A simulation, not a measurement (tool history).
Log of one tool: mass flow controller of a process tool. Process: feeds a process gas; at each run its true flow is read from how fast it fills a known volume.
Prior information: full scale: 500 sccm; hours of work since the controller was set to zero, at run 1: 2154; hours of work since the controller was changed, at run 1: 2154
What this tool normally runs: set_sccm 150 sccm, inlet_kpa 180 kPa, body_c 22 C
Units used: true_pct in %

| run | hour | set_sccm | inlet_kpa | body_c | hours of work since the controller was set to zero | hours of work since the controller was changed | true_pct |
|---|---|---|---|---|---|---|---|
| 1 | 0 | 150 | 180 | 22 | 2154 | 2154 | 99.63 |
| 2 | 90.8 | 150 | 180 | 22 | 2214 | 2214 | 99.67 |
| 3 | 198.4 | 150 | 180 | 22 | 2284 | 2284 | 99.59 |
| 4 | 296.6 | 150 | 180 | 22 | 2348 | 2348 | 99.65 |
| 5 | 374 | 150 | 180 | 29 | 2399 | 2399 | 99.54 |
| 6 | 483.3 | 150 | 180 | 29 | 2470 | 2470 | 99.46 |
| 7 | 562.5 | 150 | 180 | 29 | 2522 | 2522 | 99.54 |
| 8 | 616.4 | 150 | 180 | 24 | 2557 | 2557 | 99.64 |
| 9 | 706 | 150 | 237 | 24 | 2616 | 2616 | 99.54 |
| 10 | 791.2 | 150 | 237 | 24 | 2671 | 2671 | 99.4 |
| 11 | 898.3 | 150 | 180 | 22 | 2741 | 2741 | 99.79 |
| 12 | 974.3 | 150 | 180 | 24 | 2791 | 2791 | 99.65 |
| 13 | 1041.2 | 275 | 180 | 24 | 2835 | 2835 | 99.39 |
| 14 | 1150.5 | 150 | 180 | 35 | 2906 | 2906 | 99.34 |
| 15 | 1245.3 | 150 | 180 | 22 | 2968 | 2968 | 99.78 |
| 16 | 1338 | 219 | 180 | 32 | 3029 | 3029 | 99.13 |
|  | 1344 | controller's zero set anew |
| 17 | 1404.1 | 219 | 180 | 32 | 39 | 3071 | 99.84 |

Estimate the outcome of run 18 from the log above:
| 18 | 1490.2 | 219 | 180 | 32 | 95 | 3128 | ? |

true_pct: 99.69 %
Were there no unlogged condition in the tool, this run, its random variation unchanged, would have produced true_pct 99.03 %.
